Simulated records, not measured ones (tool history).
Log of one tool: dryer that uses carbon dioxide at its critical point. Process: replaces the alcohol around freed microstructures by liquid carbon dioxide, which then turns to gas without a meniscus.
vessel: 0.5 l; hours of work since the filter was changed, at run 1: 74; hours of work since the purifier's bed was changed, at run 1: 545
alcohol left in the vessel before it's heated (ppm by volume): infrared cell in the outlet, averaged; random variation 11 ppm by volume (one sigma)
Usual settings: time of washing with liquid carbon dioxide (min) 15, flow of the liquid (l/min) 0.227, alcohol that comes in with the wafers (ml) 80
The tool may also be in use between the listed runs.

run	hour	time of washing with liquid carbon dioxide (min)	flow of the liquid (l/min)	alcohol that comes in with the wafers (ml)	hours of work since the filter was changed	hours of work since the purifier's bed was changed	alcohol left in the vessel before it's heated (ppm by volume)
1	0	15	0.227	80	74	545	883
2	37.2	15	0.227	80	97	569	925
3	75.7	13	0.227	80	122	593	1811
4	108.8	13	0.227	80	144	615	1891
5	138.4	15	0.227	73	163	634	943
6	167.8	15	0.227	73	182	653	971
7	188.9	15	0.227	73	195	666	993
8	229.7	13	0.227	80	222	693	2035
9	265.9	13	0.227	80	245	716	2159
10	298.9	13	0.227	80	266	737	2165
11	330.2	13	0.227	80	286	758	2294
12	374.2	13	0.227	80	315	786	2364
13	400.6	15	0.227	27	332	803	545
# hour 409.5: purifier's bed changed
14	426.4	16	0.227	27	347	11	301
15	460.8	16	0.227	27	369	33	320
16	484.9	15	0.326	80	384	49	172
17	504.9	15	0.244	80	397	62	933
# hour 510: inlet filter changed
18	527.7	15	0.244	80	11	76	487
19	569.1	15	0.244	80	38	102	510
20	599.8	15	0.244	80	58	122	520
21	643.7	15	0.244	80	86	150	557
22	675.6	15	0.244	80	107	171	586
23	694.5	15	0.244	80	119	183	603
24	731.2	15	0.244	80	143	207	611
25	758.7	20	0.328	80	160	225	56
26	801.4	9	0.159	25	188	252	5740
27	846.3	15	0.227	42	217	281	565
28	886.7	22	0.372	48	243	307	66
29	913.4	22	0.372	48	260	324	60
30	954.1	22	0.372	43	286	351	69
31	990.2	10	0.146	118	310	374	27585
32	1034.1	10	0.146	118	338	402	28869
33	1069.3	10	0.146	118	361	425	28411
34	1108.9	12	0.146	118	386	450	19757
# hour 1131.3: inlet filter changed
35	1131.3	12	0.161	56	0	464	5221
36	1167.9	15	0.227	79	24	488	796
37	1197.3	15	0.227	79	43	507	826
38	1236.7	12	0.227	22	68	532	704
39	1265.8	18	0.354	111	87	551	116
40	1304.7	18	0.354	111	112	576	120
41	1334.1	17	0.375	26	131	595	113
42	1354.3	17	0.203	64	144	608	759
43	1377.9	10	0.378	61	159	623	526
44	1421.5	19	0.227	80	187	651	357
45	1466.2	19	0.227	80	216	680	371
46	1488.5	11	0.223	24	230	695	1395

Forecast each of these 4 alternatives for the next run:
A	1512.6	20	0.227	27	246	710	?
B	1512.6	15	0.345	27	246	710	?
C	1512.6	13	0.223	24	246	710	?
D	1512.6	15	0.16	69	246	710	?

run	alcohol left in the vessel before it's heated (ppm by volume)
A	195
B	154
C	784
D	4178
Without the tool's hidden state the same runs would have given:
run	alcohol left in the vessel before it's heated (ppm by volume)
A	39
B	16
C	458
D	2988
